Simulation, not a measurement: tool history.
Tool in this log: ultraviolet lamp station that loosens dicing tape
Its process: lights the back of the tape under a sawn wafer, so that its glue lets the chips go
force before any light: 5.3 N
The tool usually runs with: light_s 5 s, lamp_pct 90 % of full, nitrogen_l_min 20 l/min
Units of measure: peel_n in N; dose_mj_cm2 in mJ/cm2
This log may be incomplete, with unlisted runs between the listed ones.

run	hour	light_s	lamp_pct	nitrogen_l_min	peel_n	dose_mj_cm2
1	0.0	5	90	20	0.538	339
2	22.1	5	90	20	0.571	339
3	40.0	5	90	20	0.548	335
4	77.4	5	90	20	0.566	337
5	116.2	5	90	20	0.557	340
6	154.3	5	90	20	0.536	335
7	189.2	5	90	20	0.537	338
8	225.9	4	90	9	1.353	270
9	260.7	4	90	9	1.338	268
# hour 276.7: window cleaned of glue's vapour
10	290.6	4	90	9	1.323	269

What does the tool deliver on the next run?
11	320.2	7	97	12	?	?

Run 11 measured peel_n 0.362 N, dose_mj_cm2 511 mJ/cm2.
Minus the tool's unlogged condition, the same run would have read peel_n 0.362 N, dose_mj_cm2 511 mJ/cm2.

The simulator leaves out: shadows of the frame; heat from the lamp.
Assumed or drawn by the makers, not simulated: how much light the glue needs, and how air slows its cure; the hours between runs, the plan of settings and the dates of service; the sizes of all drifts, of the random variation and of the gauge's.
